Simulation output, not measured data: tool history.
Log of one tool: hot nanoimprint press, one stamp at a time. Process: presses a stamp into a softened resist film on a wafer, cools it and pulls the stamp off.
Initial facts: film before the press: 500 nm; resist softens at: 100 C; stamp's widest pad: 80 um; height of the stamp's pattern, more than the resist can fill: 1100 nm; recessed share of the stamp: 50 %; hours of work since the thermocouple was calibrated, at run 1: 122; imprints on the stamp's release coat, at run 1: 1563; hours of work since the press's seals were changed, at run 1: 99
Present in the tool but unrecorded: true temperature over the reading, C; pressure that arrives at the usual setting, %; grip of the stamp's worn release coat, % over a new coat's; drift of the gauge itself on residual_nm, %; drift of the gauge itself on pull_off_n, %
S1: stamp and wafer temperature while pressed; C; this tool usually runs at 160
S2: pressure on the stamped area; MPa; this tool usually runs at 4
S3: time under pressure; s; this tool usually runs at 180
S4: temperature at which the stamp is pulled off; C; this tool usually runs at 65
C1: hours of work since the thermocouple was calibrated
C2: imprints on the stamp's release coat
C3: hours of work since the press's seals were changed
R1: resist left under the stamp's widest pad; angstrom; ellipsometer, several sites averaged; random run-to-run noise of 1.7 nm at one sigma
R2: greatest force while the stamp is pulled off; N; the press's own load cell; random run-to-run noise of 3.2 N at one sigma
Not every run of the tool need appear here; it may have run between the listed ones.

Run 1, hour 0: usual settings; C1 122; C2 1563; C3 99. Result: R1 2716 angstrom, R2 258 N.
Run 2, hour 23.5: usual settings but S2 3.88 MPa; C1 137; C2 1651; C3 115. Result: R1 2749 angstrom, R2 260 N.
Run 3, hour 44.9: usual settings; C1 151; C2 1731; C3 129. Result: R1 2729 angstrom, R2 261 N.
Run 4, hour 58.1: usual settings; C1 159; C2 1780; C3 137. Result: R1 2742 angstrom, R2 281 N.
Run 5, hour 84.2: usual settings; C1 176; C2 1877; C3 154. Result: R1 2753 angstrom, R2 279 N.
Run 6, hour 109.1: usual settings but S1 158 C; C1 193; C2 1970; C3 170. Result: R1 2968 angstrom, R2 288 N.
At hour 132.4: stamp cleaned and given a new release coat.
Run 7, hour 137.6: usual settings but S1 166 C, S2 5.1 MPa, S3 134 s; C1 207; C2 20; C3 185. Result: R1 2245 angstrom, R2 154 N.
Run 8, hour 151.9: usual settings but S1 154 C, S2 4.08 MPa; C1 217; C2 73; C3 194. Result: R1 3380 angstrom, R2 153 N.
Run 9, hour 179.9: usual settings but S1 154 C, S2 3.48 MPa, S4 55 C; C1 235; C2 177; C3 213. Result: R1 3606 angstrom, R2 182 N.
Run 10, hour 192.1: usual settings but S2 3.84 MPa, S3 145 s; C1 243; C2 222; C3 221. Result: R1 3035 angstrom, R2 161 N.
Run 11, hour 216.7: usual settings but S2 3.84 MPa, S3 145 s; C1 259; C2 314; C3 237. Result: R1 3031 angstrom, R2 176 N.
Run 12, hour 237.2: usual settings but S2 3.84 MPa, S3 145 s; C1 272; C2 390; C3 250. Result: R1 3009 angstrom, R2 178 N.

5 options for the next run, each taken on its own from the tool as it stands now. Forecast them:
Run A, hour 252.8: usual settings but S1 155 C, S2 3.98 MPa, S3 320 s; C1 283; C2 449; C3 260. Result: R1 ?, R2 ?.
Run B, hour 252.8: usual settings but S2 3.93 MPa, S4 60 C; C1 283; C2 449; C3 260. Result: R1 ?, R2 ?.
Run C, hour 252.8: usual settings but S1 166 C, S3 348 s, S4 70 C; C1 283; C2 449; C3 260. Result: R1 ?, R2 ?.
Run D, hour 252.8: usual settings but S1 152 C, S2 6.24 MPa, S3 192 s; C1 283; C2 449; C3 260. Result: R1 ?, R2 ?.
Run E, hour 252.8: usual settings but S2 3.92 MPa, S3 145 s; C1 283; C2 449; C3 260. Result: R1 ?, R2 ?.

run    R1   R2
  A  2776  182
  B  2822  190
  C  1662  174
  D  3166  187
  E  2998  181
With the hidden condition removed and each run's random variation left untouched, the same runs would have given:
run    R1   R2
  A  2678  154
  B  2729  161
  C  1598  147
  D  3060  158
  E  2906  153

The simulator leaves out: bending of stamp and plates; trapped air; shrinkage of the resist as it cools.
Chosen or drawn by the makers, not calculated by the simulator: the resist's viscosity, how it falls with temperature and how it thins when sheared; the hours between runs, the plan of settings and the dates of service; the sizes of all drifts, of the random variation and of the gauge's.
